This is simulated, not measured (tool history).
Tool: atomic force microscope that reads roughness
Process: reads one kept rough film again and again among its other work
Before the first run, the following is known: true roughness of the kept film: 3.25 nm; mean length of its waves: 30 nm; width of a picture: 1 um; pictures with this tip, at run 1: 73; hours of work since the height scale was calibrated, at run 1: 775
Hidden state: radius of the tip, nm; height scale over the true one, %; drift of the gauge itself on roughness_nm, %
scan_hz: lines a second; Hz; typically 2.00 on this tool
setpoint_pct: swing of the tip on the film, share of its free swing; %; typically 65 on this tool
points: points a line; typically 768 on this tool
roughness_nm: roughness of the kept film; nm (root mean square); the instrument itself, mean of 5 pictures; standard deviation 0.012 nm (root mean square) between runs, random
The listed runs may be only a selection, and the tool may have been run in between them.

run	hour	scan_hz	setpoint_pct	points	pictures with this tip	hours of work since the height scale was calibrated	roughness_nm
1	0.0	2.00	65	768	73	775	2.659
2	34.9	2.00	65	768	117	794	2.501
# hour 47.0: new tip fitted
3	69.6	0.61	65	768	29	812	2.881
4	106.7	2.00	86	768	75	832	2.458
5	144.1	2.00	86	768	122	853	2.355
# hour 150.4: new tip fitted
6	171.0	2.00	86	768	26	867	2.648
7	210.2	2.00	86	768	75	888	2.486
8	238.7	2.00	86	768	111	903	2.383
# hour 256.4: new tip fitted
9	269.4	2.00	65	768	16	919	2.853
10	304.1	2.00	65	768	60	938	2.704
11	325.2	0.60	65	768	87	949	2.669
12	345.5	0.60	65	768	112	960	2.567
# hour 361.5: new tip fitted
13	372.1	0.60	65	768	13	974	2.919
14	414.9	2.00	72	768	67	997	2.602
15	438.3	2.00	75	768	96	1010	2.490
16	462.0	2.00	75	768	126	1023	2.392
# hour 466.0: new tip fitted
17	486.8	2.00	75	768	26	1036	2.747
18	514.5	2.00	75	768	61	1051	2.616
19	540.9	2.00	75	768	94	1065	2.526
# hour 568.8: new tip fitted
20	579.2	2.00	61	768	13	1085	2.868
21	597.2	0.70	58	990	35	1095	2.823
22	625.1	1.51	56	990	71	1110	2.669
23	665.2	1.70	72	768	121	1131	2.468
# hour 673.7: new tip fitted
24	700.4	1.70	72	768	33	1150	2.736
25	741.6	1.75	72	768	85	1172	2.576
26	772.7	3.45	75	768	124	1189	2.319
# hour 777.0: new tip fitted
27	802.8	0.97	65	748	33	1205	2.831
28	832.4	1.23	65	799	70	1221	2.673
29	857.0	3.52	72	799	101	1234	2.418
# hour 883.0: new tip fitted
30	900.0	3.51	65	382	21	1257	2.734
31	939.6	3.51	63	382	71	1278	2.571
32	961.0	3.51	63	382	98	1290	2.474
33	983.5	2.00	65	710	126	1302	2.466
# hour 987.6: new tip fitted
34	1016.2	2.00	65	710	36	1319	2.786
35	1041.3	0.84	70	768	68	1332	2.706
36	1061.9	0.84	70	768	94	1344	2.632
# hour 1091.2: new tip fitted
37	1097.5	0.84	70	768	8	1362	2.921
38	1126.3	1.04	70	649	44	1378	2.737

Per-run results on a tool with no hidden state, each run keeping its own random variation:
run	roughness_nm
1	2.944
2	2.930
3	3.012
4	2.735
5	2.771
6	2.762
7	2.762
8	2.771
9	2.938
10	2.945
11	3.009
12	2.997
13	3.000
14	2.877
15	2.855
16	2.856
17	2.874
18	2.871
19	2.881
20	2.958
21	2.999
22	2.968
23	2.917
24	2.896
25	2.917
26	2.757
27	2.985
28	2.971
29	2.797
30	2.859
31	2.870
32	2.855
33	2.935
34	2.952
35	2.979
36	2.995
37	2.988
38	2.952
